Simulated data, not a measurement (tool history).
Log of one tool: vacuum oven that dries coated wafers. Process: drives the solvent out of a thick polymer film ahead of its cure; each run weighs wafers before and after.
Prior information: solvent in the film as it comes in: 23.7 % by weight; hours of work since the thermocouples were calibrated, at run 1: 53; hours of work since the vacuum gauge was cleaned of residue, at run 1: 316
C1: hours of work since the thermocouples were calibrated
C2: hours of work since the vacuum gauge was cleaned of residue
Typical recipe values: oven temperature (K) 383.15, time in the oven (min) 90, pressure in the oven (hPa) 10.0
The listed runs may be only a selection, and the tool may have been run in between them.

{"run": 1, "hour": 0.0, "oven temperature (K)": 383.15, "time in the oven (min)": 90, "pressure in the oven (hPa)": 10.0, "C1": 53, "C2": 316, "solvent left in the film (%)": 2.78}
{"run": 2, "hour": 16.1, "oven temperature (K)": 383.15, "time in the oven (min)": 61, "pressure in the oven (hPa)": 10.0, "C1": 63, "C2": 326, "solvent left in the film (%)": 5.08}
{"run": 3, "hour": 32.1, "oven temperature (K)": 383.15, "time in the oven (min)": 61, "pressure in the oven (hPa)": 10.0, "C1": 73, "C2": 336, "solvent left in the film (%)": 5.04}
{"run": 4, "hour": 45.0, "oven temperature (K)": 383.15, "time in the oven (min)": 90, "pressure in the oven (hPa)": 10.0, "C1": 81, "C2": 344, "solvent left in the film (%)": 2.79}
{"run": 5, "hour": 54.8, "oven temperature (K)": 383.15, "time in the oven (min)": 90, "pressure in the oven (hPa)": 10.0, "C1": 87, "C2": 350, "solvent left in the film (%)": 2.8}
{"run": 6, "hour": 70.9, "oven temperature (K)": 383.15, "time in the oven (min)": 90, "pressure in the oven (hPa)": 10.0, "C1": 97, "C2": 360, "solvent left in the film (%)": 2.76}
{"run": 7, "hour": 85.8, "oven temperature (K)": 383.15, "time in the oven (min)": 90, "pressure in the oven (hPa)": 10.0, "C1": 106, "C2": 369, "solvent left in the film (%)": 2.75}
{"run": 8, "hour": 102.0, "oven temperature (K)": 383.15, "time in the oven (min)": 90, "pressure in the oven (hPa)": 10.0, "C1": 116, "C2": 379, "solvent left in the film (%)": 2.76}
{"run": 9, "hour": 116.8, "oven temperature (K)": 383.15, "time in the oven (min)": 90, "pressure in the oven (hPa)": 10.0, "C1": 126, "C2": 388, "solvent left in the film (%)": 2.77}
{"run": 10, "hour": 133.7, "oven temperature (K)": 383.15, "time in the oven (min)": 90, "pressure in the oven (hPa)": 10.0, "C1": 136, "C2": 399, "solvent left in the film (%)": 2.79}
{"run": 11, "hour": 147.4, "oven temperature (K)": 383.15, "time in the oven (min)": 141, "pressure in the oven (hPa)": 10.0, "C1": 144, "C2": 407, "solvent left in the film (%)": 1.15}
{"run": 12, "hour": 157.4, "oven temperature (K)": 383.15, "time in the oven (min)": 141, "pressure in the oven (hPa)": 10.0, "C1": 151, "C2": 413, "solvent left in the film (%)": 1.12}
{"run": 13, "hour": 169.1, "oven temperature (K)": 383.15, "time in the oven (min)": 141, "pressure in the oven (hPa)": 10.0, "C1": 158, "C2": 421, "solvent left in the film (%)": 1.12}
{"run": 14, "hour": 179.5, "oven temperature (K)": 383.15, "time in the oven (min)": 141, "pressure in the oven (hPa)": 10.0, "C1": 164, "C2": 427, "solvent left in the film (%)": 1.12}
{"run": 15, "hour": 196.8, "oven temperature (K)": 383.15, "time in the oven (min)": 141, "pressure in the oven (hPa)": 19.7, "C1": 175, "C2": 438, "solvent left in the film (%)": 1.46}
{"run": 16, "hour": 212.6, "oven temperature (K)": 383.15, "time in the oven (min)": 90, "pressure in the oven (hPa)": 5.2, "C1": 185, "C2": 448, "solvent left in the film (%)": 2.58}
{"run": 17, "hour": 222.3, "oven temperature (K)": 383.15, "time in the oven (min)": 90, "pressure in the oven (hPa)": 5.2, "C1": 191, "C2": 454, "solvent left in the film (%)": 2.63}
{"run": 18, "hour": 231.8, "oven temperature (K)": 383.15, "time in the oven (min)": 90, "pressure in the oven (hPa)": 5.2, "C1": 197, "C2": 459, "solvent left in the film (%)": 2.61}
{"run": 19, "hour": 249.6, "oven temperature (K)": 383.15, "time in the oven (min)": 90, "pressure in the oven (hPa)": 10.0, "C1": 208, "C2": 470, "solvent left in the film (%)": 2.7}
{"run": 20, "hour": 265.7, "oven temperature (K)": 383.15, "time in the oven (min)": 90, "pressure in the oven (hPa)": 10.0, "C1": 218, "C2": 480, "solvent left in the film (%)": 2.63}
{"run": 21, "hour": 280.4, "oven temperature (K)": 383.15, "time in the oven (min)": 109, "pressure in the oven (hPa)": 10.0, "C1": 227, "C2": 489, "solvent left in the film (%)": 1.86}
{"run": 22, "hour": 290.0, "oven temperature (K)": 383.15, "time in the oven (min)": 90, "pressure in the oven (hPa)": 10.0, "C1": 233, "C2": 495, "solvent left in the film (%)": 2.69}
{"run": 23, "hour": 301.2, "oven temperature (K)": 379.15, "time in the oven (min)": 90, "pressure in the oven (hPa)": 8.7, "C1": 240, "C2": 502, "solvent left in the film (%)": 3.97}
{"run": 24, "hour": 318.8, "oven temperature (K)": 369.15, "time in the oven (min)": 55, "pressure in the oven (hPa)": 8.7, "C1": 250, "C2": 513, "solvent left in the film (%)": 11.2}
{"run": 25, "hour": 329.4, "oven temperature (K)": 397.15, "time in the oven (min)": 90, "pressure in the oven (hPa)": 24.0, "C1": 257, "C2": 520, "solvent left in the film (%)": 0.77}
{"run": 26, "hour": 342.1, "oven temperature (K)": 372.15, "time in the oven (min)": 90, "pressure in the oven (hPa)": 22.3, "C1": 265, "C2": 528, "solvent left in the film (%)": 7.37}
{"run": 27, "hour": 355.3, "oven temperature (K)": 396.15, "time in the oven (min)": 90, "pressure in the oven (hPa)": 14.2, "C1": 273, "C2": 536, "solvent left in the film (%)": 0.61}
{"run": 28, "hour": 366.6, "oven temperature (K)": 396.15, "time in the oven (min)": 90, "pressure in the oven (hPa)": 14.2, "C1": 280, "C2": 543, "solvent left in the film (%)": 0.59}
{"run": 29, "hour": 374.6, "oven temperature (K)": 383.15, "time in the oven (min)": 90, "pressure in the oven (hPa)": 9.4, "C1": 285, "C2": 548, "solvent left in the film (%)": 2.69}
{"run": 30, "hour": 383.6, "oven temperature (K)": 370.15, "time in the oven (min)": 45, "pressure in the oven (hPa)": 16.1, "C1": 290, "C2": 553, "solvent left in the film (%)": 12.34}
{"run": 31, "hour": 394.5, "oven temperature (K)": 378.15, "time in the oven (min)": 78, "pressure in the oven (hPa)": 6.5, "C1": 297, "C2": 560, "solvent left in the film (%)": 5.14}
{"run": 32, "hour": 404.2, "oven temperature (K)": 373.15, "time in the oven (min)": 67, "pressure in the oven (hPa)": 10.2, "C1": 303, "C2": 566, "solvent left in the film (%)": 8.48}
{"run": 33, "hour": 413.8, "oven temperature (K)": 383.15, "time in the oven (min)": 120, "pressure in the oven (hPa)": 14.7, "C1": 309, "C2": 572, "solvent left in the film (%)": 1.74}
{"run": 34, "hour": 424.8, "oven temperature (K)": 383.15, "time in the oven (min)": 120, "pressure in the oven (hPa)": 14.7, "C1": 316, "C2": 579, "solvent left in the film (%)": 1.69}
{"run": 35, "hour": 434.8, "oven temperature (K)": 384.15, "time in the oven (min)": 157, "pressure in the oven (hPa)": 36.0, "C1": 322, "C2": 585, "solvent left in the film (%)": 1.61}
{"run": 36, "hour": 442.7, "oven temperature (K)": 383.15, "time in the oven (min)": 90, "pressure in the oven (hPa)": 19.9, "C1": 327, "C2": 590, "solvent left in the film (%)": 2.94}
{"run": 37, "hour": 456.5, "oven temperature (K)": 383.15, "time in the oven (min)": 47, "pressure in the oven (hPa)": 13.3, "C1": 335, "C2": 598, "solvent left in the film (%)": 6.65}
{"run": 38, "hour": 466.4, "oven temperature (K)": 383.15, "time in the oven (min)": 47, "pressure in the oven (hPa)": 13.3, "C1": 342, "C2": 604, "solvent left in the film (%)": 6.68}
{"run": 39, "hour": 481.2, "oven temperature (K)": 397.15, "time in the oven (min)": 151, "pressure in the oven (hPa)": 5.8, "C1": 351, "C2": 613, "solvent left in the film (%)": 0.12}
{"run": 40, "hour": 496.2, "oven temperature (K)": 397.15, "time in the oven (min)": 151, "pressure in the oven (hPa)": 5.8, "C1": 360, "C2": 623, "solvent left in the film (%)": 0.25}
{"run": 41, "hour": 506.2, "oven temperature (K)": 390.15, "time in the oven (min)": 64, "pressure in the oven (hPa)": 27.3, "C1": 366, "C2": 629, "solvent left in the film (%)": 2.71}
{"run": 42, "hour": 518.3, "oven temperature (K)": 390.15, "time in the oven (min)": 64, "pressure in the oven (hPa)": 27.3, "C1": 374, "C2": 636, "solvent left in the film (%)": 2.71}
{"run": 43, "hour": 526.0, "oven temperature (K)": 384.15, "time in the oven (min)": 140, "pressure in the oven (hPa)": 19.4, "C1": 378, "C2": 641, "solvent left in the film (%)": 1.23}

Alternative continuations, all from the tool just after run 43; predict every row:
{"run": "A", "hour": 541.9, "oven temperature (K)": 386.15, "time in the oven (min)": 88, "pressure in the oven (hPa)": 19.4, "C1": 388, "C2": 651, "solvent left in the film (%)": "?"}
{"run": "B", "hour": 541.9, "oven temperature (K)": 372.15, "time in the oven (min)": 73, "pressure in the oven (hPa)": 17.1, "C1": 388, "C2": 651, "solvent left in the film (%)": "?"}
{"run": "C", "hour": 541.9, "oven temperature (K)": 394.15, "time in the oven (min)": 135, "pressure in the oven (hPa)": 7.4, "C1": 388, "C2": 651, "solvent left in the film (%)": "?"}
{"run": "D", "hour": 541.9, "oven temperature (K)": 390.15, "time in the oven (min)": 51, "pressure in the oven (hPa)": 38.9, "C1": 388, "C2": 651, "solvent left in the film (%)": "?"}

run=A solvent_left_in_the_film_(%)=2.23
run=B solvent_left_in_the_film_(%)=8.34
run=C solvent_left_in_the_film_(%)=0.28
run=D solvent_left_in_the_film_(%)=4.06
Without the tool's unlogged condition, the same runs would have read:
run=A solvent_left_in_the_film_(%)=2.21
run=B solvent_left_in_the_film_(%)=8.34
run=C solvent_left_in_the_film_(%)=0.23
run=D solvent_left_in_the_film_(%)=4.07
